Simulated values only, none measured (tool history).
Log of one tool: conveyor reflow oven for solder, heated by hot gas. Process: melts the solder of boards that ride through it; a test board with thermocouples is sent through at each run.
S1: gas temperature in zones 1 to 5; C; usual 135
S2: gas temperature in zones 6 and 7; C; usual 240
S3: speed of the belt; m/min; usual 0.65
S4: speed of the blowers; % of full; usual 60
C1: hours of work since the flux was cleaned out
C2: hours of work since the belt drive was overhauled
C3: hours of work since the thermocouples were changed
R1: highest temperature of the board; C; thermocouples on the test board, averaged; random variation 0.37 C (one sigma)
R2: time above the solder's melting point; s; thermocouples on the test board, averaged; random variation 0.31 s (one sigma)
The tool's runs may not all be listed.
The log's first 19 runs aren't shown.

run,hour,S1,S2,S3,S4,C1,C2,C3,R1,R2
20,137.3,126,233,0.65,62,220,152,460,206.8,35.7
21,144.7,146,240,0.65,60,225,157,465,216.7,49.2
22,153,125,247,0.539,81,230,162,470,229.8,62.6
23,161.6,126,232,0.692,54,236,168,476,201,26.4
24,166.7,126,232,0.692,54,239,171,479,201,26.3
25,176.5,126,232,0.584,54,246,177,486,207.6,40.8
26,181.8,140,231,0.623,61,249,181,489,209.4,43.6
27,188.8,143,234,0.606,54,254,185,494,211.7,48
28,197.5,147,233,0.747,65,259,191,499,207.1,36
29,203.5,121,239,0.58,89,263,195,503,221.1,52.9
30,212.2,123,255,0.65,60,269,201,509,222.8,46.7
31,219.1,137,247,0.743,82,274,205,513,219.8,42.6

Each row is a separate what-if for the run after 31, all from the same tool condition, not one after another. Results?
A,225.4,138,230,0.545,82,278,209,517,?,?
B,225.4,137,238,0.743,82,278,209,517,?,?
C,225.4,142,240,0.65,60,278,209,517,?,?

run,R1,R2
A,216.5,57.1
B,212.9,38.2
C,215.8,47.3
Without the tool's hidden state the same runs would have given:
run,R1,R2
A,216.8,57.4
B,213.3,38.5
C,216.1,47.6
